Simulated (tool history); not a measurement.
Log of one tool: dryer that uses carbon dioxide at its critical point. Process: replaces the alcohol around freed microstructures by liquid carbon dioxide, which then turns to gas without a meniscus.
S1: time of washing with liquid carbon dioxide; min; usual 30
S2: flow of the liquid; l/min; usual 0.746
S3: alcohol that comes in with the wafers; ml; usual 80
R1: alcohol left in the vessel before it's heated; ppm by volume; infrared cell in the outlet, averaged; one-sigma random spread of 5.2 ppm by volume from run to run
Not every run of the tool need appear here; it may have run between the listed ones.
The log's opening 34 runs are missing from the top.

run,hour,S1,S2,S3,R1
35,1604.4,24,0.960,75,181
36,1639.0,22,1.210,77,148
37,1670.0,36,1.229,80,113
38,1732.0,30,0.746,27,153
39,1786.5,30,0.500,27,324
40,1841.2,48,0.746,39,135
41,1880.7,40,0.602,25,163
# hour 1915.9: inlet filter changed
42,1918.4,40,0.602,25,153
43,1956.4,27,0.513,33,413
44,1991.3,23,0.746,71,407
# hour 2012.7: purifier's bed changed
45,2023.4,23,0.746,71,269
46,2063.4,23,0.746,71,280
47,2099.1,21,0.766,80,420

3 options for the next run, each taken on its own from the tool as it stands now. Forecast them:
A,2161.2,20,0.766,80,?
B,2161.2,46,0.896,62,?
C,2161.2,21,0.498,116,?

run,R1
A,514
B,24
C,2390
What these runs would have given with no unlogged condition in the tool:
run,R1
A,448
B,8
C,2208

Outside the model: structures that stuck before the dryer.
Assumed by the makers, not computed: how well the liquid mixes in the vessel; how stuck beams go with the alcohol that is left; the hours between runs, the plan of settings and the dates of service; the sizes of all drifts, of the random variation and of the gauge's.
